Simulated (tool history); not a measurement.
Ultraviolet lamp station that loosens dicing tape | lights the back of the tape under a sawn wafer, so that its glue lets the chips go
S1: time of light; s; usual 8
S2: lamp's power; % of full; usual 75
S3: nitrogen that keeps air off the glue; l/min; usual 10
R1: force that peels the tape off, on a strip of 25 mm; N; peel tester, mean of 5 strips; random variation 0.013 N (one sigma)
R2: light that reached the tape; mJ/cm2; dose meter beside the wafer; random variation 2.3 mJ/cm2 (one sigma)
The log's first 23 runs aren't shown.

| run | day | S1 | S2 | S3 | R1 | R2 |
|---|---|---|---|---|---|---|
| 24 | 13.771 | 13 | 65 | 20 | 0.174 | 307 |
| 25 | 14.546 | 4 | 65 | 11 | 2.624 | 92 |
| 26 | 15.504 | 5 | 75 | 7 | 2.146 | 137 |
| 27 | 16.492 | 5 | 75 | 7 | 2.136 | 135 |
| 28 | 17.383 | 7 | 75 | 17 | 0.676 | 189 |
| 29 | 17.879 | 8 | 92 | 10 | 0.471 | 264 |
| 30 | 18.679 | 8 | 75 | 4 | 1.536 | 213 |
|  | 18.946 | window cleaned of glue's vapour |
| 31 | 19.117 | 8 | 100 | 5 | 0.673 | 299 |
| 32 | 19.958 | 9 | 62 | 6 | 1.225 | 209 |
| 33 | 20.467 | 9 | 62 | 5 | 1.383 | 211 |
| 34 | 20.942 | 9 | 80 | 5 | 0.893 | 269 |
| 35 | 21.917 | 5 | 80 | 8 | 1.756 | 152 |
| 36 | 22.488 | 13 | 91 | 7 | 0.191 | 438 |
| 37 | 22.979 | 7 | 99 | 6 | 0.82 | 257 |
| 38 | 23.725 | 13 | 73 | 19 | 0.139 | 348 |
| 39 | 24.621 | 5 | 77 | 10 | 1.601 | 142 |
| 40 | 25.054 | 5 | 77 | 10 | 1.597 | 145 |
| 41 | 25.508 | 5 | 77 | 10 | 1.637 | 143 |
| 42 | 26.508 | 5 | 80 | 3 | 2.789 | 145 |
| 43 | 27.062 | 5 | 80 | 3 | 3.024 | 145 |
| 44 | 27.704 | 6 | 80 | 5 | 1.837 | 175 |
| 45 | 28.221 | 8 | 92 | 10 | 0.461 | 269 |

Forecast each of these 3 alternatives for the next run:
| A | 28.842 | 11 | 92 | 10 | ? | ? |
| B | 28.842 | 13 | 63 | 4 | ? | ? |
| C | 28.842 | 15 | 69 | 9 | ? | ? |

| run | R1 | R2 |
|---|---|---|
| A | 0.203 | 367 |
| B | 0.865 | 298 |
| C | 0.219 | 374 |
Without the tool's hidden state the same runs would have given:
| run | R1 | R2 |
|---|---|---|
| A | 0.161 | 403 |
| B | 0.703 | 328 |
| C | 0.175 | 412 |
